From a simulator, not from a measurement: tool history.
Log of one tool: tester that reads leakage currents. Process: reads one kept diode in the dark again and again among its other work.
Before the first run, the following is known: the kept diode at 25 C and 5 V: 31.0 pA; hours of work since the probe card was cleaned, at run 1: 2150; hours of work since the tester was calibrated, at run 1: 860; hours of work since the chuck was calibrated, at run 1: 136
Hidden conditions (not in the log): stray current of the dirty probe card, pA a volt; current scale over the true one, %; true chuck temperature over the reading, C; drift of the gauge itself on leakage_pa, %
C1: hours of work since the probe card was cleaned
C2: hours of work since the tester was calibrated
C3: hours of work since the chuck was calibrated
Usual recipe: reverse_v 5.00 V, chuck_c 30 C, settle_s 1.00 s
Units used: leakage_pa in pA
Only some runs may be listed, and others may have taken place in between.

Run 1, hour 0.0: usual settings; C1 2150; C2 860; C3 136. Result: leakage_pa 45.50 pA.
Run 2, hour 93.5: usual settings; C1 2199; C2 909; C3 185. Result: leakage_pa 45.77 pA.
Run 3, hour 139.6: usual settings but chuck_c 26 C; C1 2223; C2 933; C3 209. Result: leakage_pa 34.61 pA.
Run 4, hour 227.0: usual settings but reverse_v 1.72 V; C1 2269; C2 979; C3 255. Result: leakage_pa 28.11 pA.
Run 5, hour 301.6: usual settings; C1 2308; C2 1018; C3 294. Result: leakage_pa 46.06 pA.
Run 6, hour 414.9: usual settings; C1 2368; C2 1078; C3 354. Result: leakage_pa 45.53 pA.
Run 7, hour 467.6: usual settings; C1 2396; C2 1106; C3 382. Result: leakage_pa 45.91 pA.
Run 8, hour 560.3: usual settings; C1 2444; C2 1154; C3 431. Result: leakage_pa 45.76 pA.
Run 9, hour 637.7: usual settings; C1 2485; C2 1195; C3 471. Result: leakage_pa 45.75 pA.
Run 10, hour 726.9: usual settings; C1 2532; C2 1242; C3 518. Result: leakage_pa 45.77 pA.
Run 11, hour 796.1: usual settings; C1 2568; C2 1278; C3 555. Result: leakage_pa 45.89 pA.
Run 12, hour 908.0: usual settings but chuck_c 21 C; C1 2627; C2 1337; C3 613. Result: leakage_pa 24.23 pA.
Run 13, hour 958.3: usual settings but reverse_v 13.82 V; C1 2654; C2 1364; C3 640. Result: leakage_pa 73.14 pA.
Run 14, hour 1022.5: usual settings; C1 2687; C2 1397; C3 674. Result: leakage_pa 45.72 pA.
Run 15, hour 1136.5: usual settings; C1 2747; C2 1457; C3 734. Result: leakage_pa 45.82 pA.
Run 16, hour 1225.2: usual settings but settle_s 0.66 s; C1 2794; C2 1504; C3 780. Result: leakage_pa 46.34 pA.
At hour 1254.6: probe card cleaned and baked.
Run 17, hour 1330.3: usual settings but reverse_v 2.14 V, settle_s 4.30 s; C1 40; C2 1558; C3 834. Result: leakage_pa 30.86 pA.
Run 18, hour 1442.0: usual settings but settle_s 4.60 s; C1 99; C2 1617; C3 893. Result: leakage_pa 44.84 pA.
Run 19, hour 1552.2: usual settings but settle_s 4.60 s; C1 157; C2 1675; C3 951. Result: leakage_pa 44.65 pA.
Run 20, hour 1647.7: usual settings but reverse_v 7.02 V, settle_s 2.85 s; C1 207; C2 1725; C3 1001. Result: leakage_pa 52.15 pA.
Run 21, hour 1741.0: usual settings but reverse_v 1.28 V, chuck_c 28 C, settle_s 0.66 s; C1 256; C2 1774; C3 1050. Result: leakage_pa 21.73 pA.
Run 22, hour 1846.3: usual settings but reverse_v 1.28 V, chuck_c 59 C, settle_s 2.54 s; C1 311; C2 1829; C3 1105. Result: leakage_pa 162.16 pA.
Run 23, hour 1941.2: usual settings but reverse_v 1.28 V, chuck_c 37 C, settle_s 0.53 s; C1 361; C2 1879; C3 1155. Result: leakage_pa 40.78 pA.
Run 24, hour 2003.6: usual settings but reverse_v 13.08 V, chuck_c 56 C, settle_s 0.41 s; C1 394; C2 1912; C3 1188. Result: leakage_pa 383.91 pA.
Run 25, hour 2071.2: usual settings but chuck_c 37 C, settle_s 0.94 s; C1 430; C2 1948; C3 1224. Result: leakage_pa 73.99 pA.
Run 26, hour 2176.7: usual settings but chuck_c 29 C, settle_s 2.18 s; C1 485; C2 2003; C3 1279. Result: leakage_pa 42.44 pA.
Run 27, hour 2282.6: usual settings but chuck_c 29 C, settle_s 2.18 s; C1 541; C2 2059; C3 1335. Result: leakage_pa 42.06 pA.

Alternative continuations, all from the tool just after run 27; predict every row:
Run A, hour 2388.7: usual settings but chuck_c 50 C, settle_s 2.18 s; C1 597; C2 2115; C3 1391. Result: leakage_pa ?.
Run B, hour 2388.7: usual settings but reverse_v 4.84 V, chuck_c 54 C, settle_s 0.37 s; C1 597; C2 2115; C3 1391. Result: leakage_pa ?.
Run C, hour 2388.7: usual settings but chuck_c 25 C, settle_s 2.18 s; C1 597; C2 2115; C3 1391. Result: leakage_pa ?.
Run D, hour 2388.7: usual settings but reverse_v 8.56 V, chuck_c 36 C, settle_s 0.69 s; C1 597; C2 2115; C3 1391. Result: leakage_pa ?.
Run E, hour 2388.7: usual settings but reverse_v 1.69 V, chuck_c 38 C; C1 597; C2 2115; C3 1391. Result: leakage_pa ?.

run  leakage_pa
  A      170.51
  B      218.55
  C       31.40
  D       88.83
  E       48.56
What these runs would have given with no unlogged condition in the tool:
run  leakage_pa
  A      170.54
  B      218.59
  C       31.40
  D       88.84
  E       48.57
